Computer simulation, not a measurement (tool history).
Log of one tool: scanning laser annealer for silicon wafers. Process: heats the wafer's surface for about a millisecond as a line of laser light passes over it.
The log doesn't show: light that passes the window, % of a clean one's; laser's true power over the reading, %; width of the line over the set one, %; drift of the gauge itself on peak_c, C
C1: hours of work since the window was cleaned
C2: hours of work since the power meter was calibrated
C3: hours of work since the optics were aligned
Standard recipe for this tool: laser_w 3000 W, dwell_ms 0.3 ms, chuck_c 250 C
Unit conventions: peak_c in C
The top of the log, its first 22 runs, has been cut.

run 23 hour=733.8 | laser_w=2828 dwell_ms=0.211 chuck_c=244 | C1=891 C2=802 C3=844 | peak_c=772
run 24 hour=776.4 | laser_w=2828 dwell_ms=0.211 chuck_c=244 | C1=919 C2=830 C3=871 | peak_c=768
run 25 hour=796.1 | laser_w=2828 dwell_ms=0.211 chuck_c=244 | C1=932 C2=842 C3=884 | peak_c=768
run 26 hour=830.5 | laser_w=2708 dwell_ms=0.3 chuck_c=281 | C1=954 C2=865 C3=906 | peak_c=884
-- hour=851.6 window over the wafer cleaned
run 27 hour=852.2 | laser_w=2769 dwell_ms=0.253 chuck_c=281 | C1=0 C2=877 C3=919 | peak_c=867
run 28 hour=890.7 | laser_w=2727 dwell_ms=0.303 chuck_c=257 | C1=25 C2=902 C3=944 | peak_c=887
run 29 hour=921.5 | laser_w=2900 dwell_ms=0.236 chuck_c=235 | C1=45 C2=922 C3=964 | peak_c=826
run 30 hour=947.2 | laser_w=3000 dwell_ms=0.3 chuck_c=266 | C1=62 C2=939 C3=980 | peak_c=957
run 31 hour=966.9 | laser_w=3000 dwell_ms=0.3 chuck_c=266 | C1=74 C2=951 C3=993 | peak_c=955
-- hour=977.8 optics aligned, line set to its width
run 32 hour=1008.8 | laser_w=3201 dwell_ms=0.239 chuck_c=285 | C1=98 C2=975 C3=20 | peak_c=945
run 33 hour=1033.3 | laser_w=3201 dwell_ms=0.239 chuck_c=285 | C1=114 C2=991 C3=36 | peak_c=943
run 34 hour=1071.5 | laser_w=3201 dwell_ms=0.239 chuck_c=285 | C1=139 C2=1016 C3=60 | peak_c=945
run 35 hour=1105.5 | laser_w=3214 dwell_ms=0.239 chuck_c=210 | C1=161 C2=1037 C3=82 | peak_c=872
run 36 hour=1127.3 | laser_w=3214 dwell_ms=0.239 chuck_c=210 | C1=175 C2=1052 C3=96 | peak_c=870
run 37 hour=1146.9 | laser_w=3214 dwell_ms=0.239 chuck_c=210 | C1=187 C2=1064 C3=109 | peak_c=868
run 38 hour=1178 | laser_w=2577 dwell_ms=0.275 chuck_c=250 | C1=207 C2=1084 C3=129 | peak_c=815
run 39 hour=1222.1 | laser_w=3000 dwell_ms=0.3 chuck_c=275 | C1=236 C2=1113 C3=158 | peak_c=966
run 40 hour=1250.4 | laser_w=2865 dwell_ms=0.3 chuck_c=275 | C1=254 C2=1131 C3=176 | peak_c=934
run 41 hour=1273 | laser_w=3260 dwell_ms=0.3 chuck_c=265 | C1=269 C2=1146 C3=190 | peak_c=1011

Here are 4 independent what-if runs from the current tool condition. What would each one return?
run A hour=1317.3 | laser_w=2984 dwell_ms=0.266 chuck_c=241 | C1=297 C2=1174 C3=219 | peak_c=?
run B hour=1317.3 | laser_w=3197 dwell_ms=0.221 chuck_c=257 | C1=297 C2=1174 C3=219 | peak_c=?
run C hour=1317.3 | laser_w=3146 dwell_ms=0.3 chuck_c=250 | C1=297 C2=1174 C3=219 | peak_c=?
run D hour=1317.3 | laser_w=3286 dwell_ms=0.25 chuck_c=225 | C1=297 C2=1174 C3=219 | peak_c=?

run=A peak_c=886
run=B peak_c=883
run=C peak_c=969
run=D peak_c=913
Take away the tool's hidden state, keep each run's random variation, and the runs would have read:
run=A peak_c=898
run=B peak_c=894
run=C peak_c=982
run=D peak_c=926

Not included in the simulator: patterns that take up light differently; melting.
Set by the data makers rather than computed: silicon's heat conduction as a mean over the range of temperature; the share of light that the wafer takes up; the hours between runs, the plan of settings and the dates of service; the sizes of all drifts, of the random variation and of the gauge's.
